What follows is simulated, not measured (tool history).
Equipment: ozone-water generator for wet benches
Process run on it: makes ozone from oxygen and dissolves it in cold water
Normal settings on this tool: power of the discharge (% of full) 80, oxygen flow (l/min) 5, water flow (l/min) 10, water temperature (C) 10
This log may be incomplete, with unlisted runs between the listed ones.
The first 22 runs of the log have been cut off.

| run | day | power of the discharge (% of full) | oxygen flow (l/min) | water flow (l/min) | water temperature (C) | hours of work since the electrodes were changed | hours of work since the contactor was cleaned | hours of work since the thermometer was calibrated | dissolved ozone (ppm) | ozone in the gas ahead of the water (g/m3) |
|---|---|---|---|---|---|---|---|---|---|---|
| 23 | 100.262 | 89 | 3.08 | 13 | 6 | 3557 | 5621 | 2705 | 34 | 320.6 |
| 24 | 103.821 | 89 | 4.39 | 13 | 11 | 3631 | 5696 | 2780 | 31 | 250.6 |
| 25 | 106.808 | 41 | 5 | 10 | 10 | 3694 | 5758 | 2842 | 24.7 | 154 |
| 26 | 111.583 | 41 | 5 | 10 | 10 | 3794 | 5859 | 2943 | 24.9 | 154 |
| 27 | 116.254 | 80 | 5 | 10 | 14 | 3892 | 5957 | 3041 | 32.4 | 218.4 |
|  | 120.225 | water thermometer calibrated |
| 28 | 121.783 | 80 | 5 | 8 | 5 | 4008 | 6072 | 33 | 44.6 | 217.6 |
| 29 | 126.908 | 80 | 5 | 9 | 10 | 4115 | 6180 | 140 | 37.5 | 216.2 |
| 30 | 134 | 80 | 5 | 9 | 10 | 4264 | 6328 | 289 | 37.5 | 216.4 |
| 31 | 137.046 | 47 | 6.01 | 10 | 10 | 4328 | 6392 | 353 | 24.8 | 146.5 |
| 32 | 140.333 | 80 | 5.76 | 8 | 7 | 4397 | 6461 | 422 | 41.2 | 196.4 |

Branching from run 32: 4 alternative next runs. What would each branch give?
| A | 145.246 | 82 | 5 | 10 | 14 | 4500 | 6564 | 525 | ? | ? |
| B | 145.246 | 80 | 7.08 | 8 | 7 | 4500 | 6564 | 525 | ? | ? |
| C | 145.246 | 84 | 4.11 | 10 | 10 | 4500 | 6564 | 525 | ? | ? |
| D | 145.246 | 77 | 3.05 | 11 | 7 | 4500 | 6564 | 525 | ? | ? |

| run | dissolved ozone (ppm) | ozone in the gas ahead of the water (g/m3) |
|---|---|---|
| A | 32.9 | 218.5 |
| B | 38.3 | 170.3 |
| C | 37.2 | 250 |
| D | 35.3 | 296.5 |
The same runs, with their run-to-run variation unchanged, on a tool lacking any hidden condition would have given:
| run | dissolved ozone (ppm) | ozone in the gas ahead of the water (g/m3) |
|---|---|---|
| A | 37 | 233.7 |
| B | 42.9 | 182.1 |
| C | 41.9 | 267.7 |
| D | 39.7 | 316.4 |

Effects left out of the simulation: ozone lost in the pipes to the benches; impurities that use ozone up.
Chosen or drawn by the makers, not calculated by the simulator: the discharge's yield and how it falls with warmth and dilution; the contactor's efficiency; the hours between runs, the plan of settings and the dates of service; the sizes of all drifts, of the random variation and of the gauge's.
